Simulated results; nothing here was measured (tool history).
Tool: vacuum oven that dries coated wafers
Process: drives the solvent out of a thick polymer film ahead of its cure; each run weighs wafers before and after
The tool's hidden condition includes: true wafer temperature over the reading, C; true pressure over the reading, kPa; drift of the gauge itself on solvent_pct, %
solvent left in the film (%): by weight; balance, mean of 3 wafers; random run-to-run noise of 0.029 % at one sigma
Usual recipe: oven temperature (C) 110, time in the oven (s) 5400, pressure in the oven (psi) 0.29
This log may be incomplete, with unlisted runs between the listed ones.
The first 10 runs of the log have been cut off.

run   hour  oven temperature (C)  time in the oven (s)  pressure in the oven (psi)  hours of work since the thermocouples were calibrated  hours of work since the vacuum gauge was cleaned of residue  solvent left in the film (%)
      98.2  -- oven's thermocouples calibrated
 11  103.8                   110                  5400                        0.29                                                      3                                                          311                          3.35
 12  116.8                   110                  5400                        0.29                                                     10                                                          318                          3.32
 13  129.6                   110                  5400                        0.29                                                     18                                                          325                          3.35
 14  138.2                   110                  5400                        0.29                                                     22                                                          330                          3.35
     145.2  -- oven's thermocouples calibrated, once more
 15  150.3                   110                  5400                        0.29                                                      3                                                          336                          3.09
 16  160.7                   110                  5400                        0.29                                                      9                                                          341                          3.09
 17  169.1                   110                  5400                        0.29                                                     13                                                          346                          3.13
 18  181.6                   110                  5400                        0.29                                                     20                                                          353                          3.15
 19  195.1                   110                  3000                       0.696                                                     28                                                          361                          7.54
 20  202.8                   122                  3000                       0.197                                                     32                                                          365                          2.49
 21  215.1                    97                  4440                       0.998                                                     39                                                          372                         12.21
 22  224.2                   110                  6480                         0.3                                                     44                                                          377                          2.71
 23  232.6                   114                  5400                        0.29                                                     49                                                          382                          2.41
 24    246                   102                  8040                        0.29                                                     57                                                          389                          3.61
 25  254.8                   110                  8820                       1.057                                                     61                                                          394                          6.51
 26  264.3                   110                  8820                       1.057                                                     67                                                          400                          6.47

Expected results for the next run?
 27  273.5                   110                  5280                       0.891                                                     72                                                          405                             ?

{"run 27": {"solvent left in the film (%)": 6.51}}
Minus the tool's unlogged condition, the same run would have read solvent left in the film (%) 6.41.
